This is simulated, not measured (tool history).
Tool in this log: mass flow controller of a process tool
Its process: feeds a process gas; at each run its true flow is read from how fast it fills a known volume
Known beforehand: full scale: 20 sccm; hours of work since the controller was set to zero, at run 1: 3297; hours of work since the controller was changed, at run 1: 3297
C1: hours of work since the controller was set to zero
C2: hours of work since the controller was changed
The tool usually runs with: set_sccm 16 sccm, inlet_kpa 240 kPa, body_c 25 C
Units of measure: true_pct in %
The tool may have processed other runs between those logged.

Run 1, hour 0.0: usual settings; C1 3297; C2 3297. Result: true_pct 99.51 %.
Run 2, hour 351.4: usual settings; C1 3502; C2 3502. Result: true_pct 99.57 %.
Run 3, hour 722.3: usual settings; C1 3718; C2 3718. Result: true_pct 99.58 %.
Run 4, hour 1012.1: usual settings; C1 3887; C2 3887. Result: true_pct 99.50 %.
Run 5, hour 1240.7: usual settings but body_c 30 C; C1 4021; C2 4021. Result: true_pct 98.99 %.
Run 6, hour 1569.3: usual settings but body_c 30 C; C1 4212; C2 4212. Result: true_pct 98.91 %.
Run 7, hour 1933.7: usual settings; C1 4425; C2 4425. Result: true_pct 99.53 %.
Run 8, hour 2206.1: usual settings; C1 4584; C2 4584. Result: true_pct 99.47 %.
Run 9, hour 2480.4: usual settings but inlet_kpa 201 kPa; C1 4744; C2 4744. Result: true_pct 99.44 %.
Run 10, hour 2672.2: usual settings; C1 4856; C2 4856. Result: true_pct 99.46 %.
Run 11, hour 2955.1: usual settings; C1 5021; C2 5021. Result: true_pct 99.43 %.
Run 12, hour 3317.4: usual settings; C1 5232; C2 5232. Result: true_pct 99.30 %.
Run 13, hour 3697.1: usual settings but body_c 35 C; C1 5454; C2 5454. Result: true_pct 98.21 %.
Run 14, hour 4097.6: usual settings but body_c 35 C; C1 5687; C2 5687. Result: true_pct 98.19 %.
Run 15, hour 4541.8: usual settings but body_c 35 C; C1 5946; C2 5946. Result: true_pct 98.18 %.
Run 16, hour 4996.6: usual settings; C1 6212; C2 6212. Result: true_pct 99.35 %.
Run 17, hour 5345.0: usual settings but set_sccm 5 sccm; C1 6415; C2 6415. Result: true_pct 95.95 %.
Run 18, hour 5536.8: usual settings but set_sccm 5 sccm; C1 6527; C2 6527. Result: true_pct 95.88 %.
Run 19, hour 5761.7: usual settings but set_sccm 5 sccm; C1 6658; C2 6658. Result: true_pct 95.77 %.
Run 20, hour 6070.3: usual settings but set_sccm 5 sccm, body_c 30 C; C1 6838; C2 6838. Result: true_pct 95.16 %.
Run 21, hour 6410.7: usual settings but set_sccm 5 sccm, body_c 30 C; C1 7037; C2 7037. Result: true_pct 95.02 %.
Run 22, hour 6609.2: usual settings but set_sccm 5 sccm, body_c 30 C; C1 7152; C2 7152. Result: true_pct 94.93 %.
Run 23, hour 7055.0: usual settings but set_sccm 5 sccm, body_c 30 C; C1 7412; C2 7412. Result: true_pct 94.85 %.
At hour 7397.4: controller's zero set anew.
Run 24, hour 7511.8: usual settings but inlet_kpa 242 kPa; C1 67; C2 7679. Result: true_pct 100.63 %.
Run 25, hour 7944.3: usual settings but set_sccm 5 sccm, inlet_kpa 190 kPa; C1 319; C2 7931. Result: true_pct 100.37 %.
Run 26, hour 8243.8: usual settings but inlet_kpa 196 kPa, body_c 27 C; C1 494; C2 8106. Result: true_pct 100.56 %.
Run 27, hour 8572.2: usual settings but inlet_kpa 196 kPa, body_c 27 C; C1 685; C2 8297. Result: true_pct 100.51 %.
Run 28, hour 8978.8: usual settings but set_sccm 5 sccm, inlet_kpa 200 kPa, body_c 30 C; C1 922; C2 8534. Result: true_pct 99.46 %.
Run 29, hour 9272.2: usual settings but set_sccm 20 sccm, inlet_kpa 202 kPa; C1 1094; C2 8706. Result: true_pct 100.85 %.
Run 30, hour 9610.7: usual settings but set_sccm 3 sccm, inlet_kpa 278 kPa, body_c 33 C; C1 1291; C2 8903. Result: true_pct 98.10 %.
Run 31, hour 9856.2: usual settings but inlet_kpa 149 kPa, body_c 23 C; C1 1434; C2 9046. Result: true_pct 100.91 %.
Run 32, hour 10227.7: usual settings but set_sccm 3 sccm, inlet_kpa 171 kPa; C1 1651; C2 9263. Result: true_pct 98.73 %.
Run 33, hour 10606.0: usual settings but set_sccm 3 sccm, inlet_kpa 171 kPa; C1 1872; C2 9484. Result: true_pct 98.64 %.
Run 34, hour 11007.5: usual settings but set_sccm 9 sccm, inlet_kpa 181 kPa, body_c 24 C; C1 2106; C2 9718. Result: true_pct 100.18 %.
Run 35, hour 11278.5: usual settings but set_sccm 9 sccm, inlet_kpa 181 kPa, body_c 24 C; C1 2264; C2 9876. Result: true_pct 100.15 %.
Run 36, hour 11707.2: usual settings but set_sccm 9 sccm, inlet_kpa 181 kPa, body_c 24 C; C1 2514; C2 10126. Result: true_pct 100.12 %.
Run 37, hour 12047.8: usual settings but set_sccm 5 sccm, inlet_kpa 243 kPa, body_c 39 C; C1 2713; C2 10325. Result: true_pct 97.33 %.
Run 38, hour 12449.6: usual settings but set_sccm 5 sccm, inlet_kpa 243 kPa, body_c 39 C; C1 2947; C2 10559. Result: true_pct 97.28 %.
Run 39, hour 12778.5: usual settings but set_sccm 4 sccm, inlet_kpa 266 kPa; C1 3139; C2 10751. Result: true_pct 98.09 %.
Run 40, hour 13000.8: usual settings but set_sccm 4 sccm, inlet_kpa 266 kPa; C1 3269; C2 10881. Result: true_pct 98.01 %.
Run 41, hour 13217.2: usual settings but inlet_kpa 146 kPa; C1 3395; C2 11007. Result: true_pct 100.52 %.
Run 42, hour 13646.6: usual settings but set_sccm 5 sccm, inlet_kpa 146 kPa, body_c 39 C; C1 3645; C2 11257. Result: true_pct 96.94 %.
Run 43, hour 14036.5: usual settings but set_sccm 5 sccm, inlet_kpa 146 kPa, body_c 39 C; C1 3873; C2 11485. Result: true_pct 96.74 %.
Run 44, hour 14269.1: usual settings but set_sccm 5 sccm, inlet_kpa 146 kPa, body_c 39 C; C1 4009; C2 11621. Result: true_pct 96.71 %.
Run 45, hour 14597.4: usual settings but set_sccm 4 sccm, inlet_kpa 264 kPa, body_c 21 C; C1 4200; C2 11812. Result: true_pct 97.73 %.
Run 46, hour 14835.0: usual settings but set_sccm 4 sccm, inlet_kpa 256 kPa, body_c 37 C; C1 4339; C2 11951. Result: true_pct 95.91 %.

Below are 5 alternative next runs, each starting from the tool's condition after run 46. Predict each:
Run A, hour 15146.8: usual settings but set_sccm 5 sccm, inlet_kpa 256 kPa, body_c 37 C; C1 4521; C2 12132. Result: true_pct ?.
Run B, hour 15146.8: usual settings but set_sccm 3 sccm, body_c 27 C; C1 4521; C2 12132. Result: true_pct ?.
Run C, hour 15146.8: usual settings but set_sccm 2 sccm, inlet_kpa 193 kPa, body_c 33 C; C1 4521; C2 12132. Result: true_pct ?.
Run D, hour 15146.8: usual settings but set_sccm 9 sccm, inlet_kpa 152 kPa, body_c 35 C; C1 4521; C2 12132. Result: true_pct ?.
Run E, hour 15146.8: usual settings but set_sccm 2 sccm; C1 4521; C2 12132. Result: true_pct ?.

run  true_pct
  A     96.56
  B     95.61
  C     92.40
  D     98.33
  E     93.17
What these runs would have given with no unlogged condition in the tool:
run  true_pct
  A     98.17
  B     99.25
  C     98.58
  D     98.59
  E     99.34
